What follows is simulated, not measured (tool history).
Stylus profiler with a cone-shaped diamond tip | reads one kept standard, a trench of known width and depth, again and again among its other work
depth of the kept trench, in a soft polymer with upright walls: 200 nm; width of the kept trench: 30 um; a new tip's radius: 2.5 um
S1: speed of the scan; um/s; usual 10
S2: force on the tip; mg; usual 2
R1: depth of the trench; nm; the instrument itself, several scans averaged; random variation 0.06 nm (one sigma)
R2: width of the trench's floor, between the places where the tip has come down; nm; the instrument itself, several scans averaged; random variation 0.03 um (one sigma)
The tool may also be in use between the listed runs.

run    hour  S1    S2      R1     R2
  1       0  10     2  203.41  27520
  2      66  10     2  203.43  27560
  3   137.4  10   4.8  205.62  27560
  4   217.8  10     2  203.48  27500
      279.8  -- height scale calibrated on a step standard
  5   328.6  12     2  202.62  27460
  6   445.8  12     2  202.64  27450
  7   550.1  10  1.36  202.05  27400
  8   645.5  10     2  202.68  27430
  9   742.7  10     2  202.69  27420
 10     816  10     2  202.76  27440
 11   890.8  10     2  202.87  27410
 12     941  10  3.16  203.78  27470
 13  1037.8  10  2.52  203.31  27420
 14  1157.2  10  2.52  203.38  27410
 15  1276.5  10     2  203.09  27400
 16  1392.4   9  3.99  204.65  27420
 17    1472   9  3.99  204.78  27380
 18  1571.6  33  5.82  205.96  27330
 19  1652.7  33  5.82  206.01  27300
 20  1745.9   2  1.02  202.36  27330
 21  1826.9  10  3.41  204.55  27330
 22  1921.2   4  4.09  205.04  27380
 23  2035.3   4  4.09  205.11  27370
 24  2140.6   4  4.09  205.31  27290
 25  2198.7  27  4.63  205.74  27230
       2219  -- height scale calibrated on a step standard
 26    2280   2  1.86  202.49  27310

Forecast each of these 4 alternatives for the next run:
  A  2342.1   5  0.81   ?   ?
  B  2342.1   3  0.92   ?   ?
  C  2342.1  39  5.66   ?   ?
  D  2342.1   2  4.51   ?   ?

run      R1     R2
  A  201.53  27330
  B  201.54  27340
  C  205.42  27170
  D  204.55  27320
Without the tool's hidden state the same runs would have given:
run      R1     R2
  A  201.46  28040
  B  201.47  28050
  C  205.35  27880
  D  204.48  28030
